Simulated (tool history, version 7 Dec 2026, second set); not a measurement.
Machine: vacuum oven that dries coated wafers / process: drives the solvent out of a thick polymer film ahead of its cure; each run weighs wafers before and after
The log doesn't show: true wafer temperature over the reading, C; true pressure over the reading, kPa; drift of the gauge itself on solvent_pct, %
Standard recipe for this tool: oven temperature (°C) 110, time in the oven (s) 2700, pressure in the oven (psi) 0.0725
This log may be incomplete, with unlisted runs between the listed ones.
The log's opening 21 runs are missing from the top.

run	day	oven temperature (°C)	time in the oven (s)	pressure in the oven (psi)	hours of work since the thermocouples were calibrated	hours of work since the vacuum gauge was cleaned of residue	solvent left in the film (%)
22	10.471	110	2700	0.0725	19	655	4.3
23	11.012	110	2700	0.0725	25	661	4.32
24	11.667	110	2700	0.0725	32	669	4.38
25	12.079	110	2700	0.0725	37	674	4.39
26	12.525	107	2700	0.0619	42	679	4.84
27	13.029	97	4680	0.0725	48	684	4.2
28	13.512	103	2700	0.2357	53	690	6.63
29	13.988	103	2700	0.2357	59	695	6.63
30	14.462	106	3240	0.0818	64	701	4.24
31	14.938	110	2820	0.1124	70	706	4.36
32	15.204	117	1680	0.2145	73	709	6.04
33	15.55	101	1320	0.0725	77	713	10.16
34	15.938	122	3180	0.1564	81	718	1.96
35	16.308	110	4140	0.1967	85	722	2.97
36	16.754	121	4140	0.0399	90	727	0.97
37	17.412	114	4140	0.0399	98	734	1.64
38	17.767	116	2700	0.2534	102	738	3.97
39	18.421	112	2700	0.0725	109	746	4.07
40	18.871	110	2700	0.1764	114	751	4.84
41	19.212	110	2580	0.0725	118	755	4.64
42	19.825	112	2580	0.1806	125	762	4.68
43	20.404	112	2580	0.1806	132	768	4.69
44	20.808	125	2700	0.2683	137	773	2.61
45	21.279	111	3720	0.1801	142	778	3.2

Below are 3 alternative next runs, each starting from the tool's condition after run 45. Predict each:
A	21.7	117	2700	0.1501	147	783	?
B	21.7	110	2700	0.1234	147	783	?
C	21.7	102	3720	0.2276	147	783	?

run	solvent left in the film (%)
A	3.43
B	4.58
C	5.3
Had the tool no hidden state, the same runs would have come out as:
run	solvent left in the film (%)
A	3.29
B	4.41
C	5.07

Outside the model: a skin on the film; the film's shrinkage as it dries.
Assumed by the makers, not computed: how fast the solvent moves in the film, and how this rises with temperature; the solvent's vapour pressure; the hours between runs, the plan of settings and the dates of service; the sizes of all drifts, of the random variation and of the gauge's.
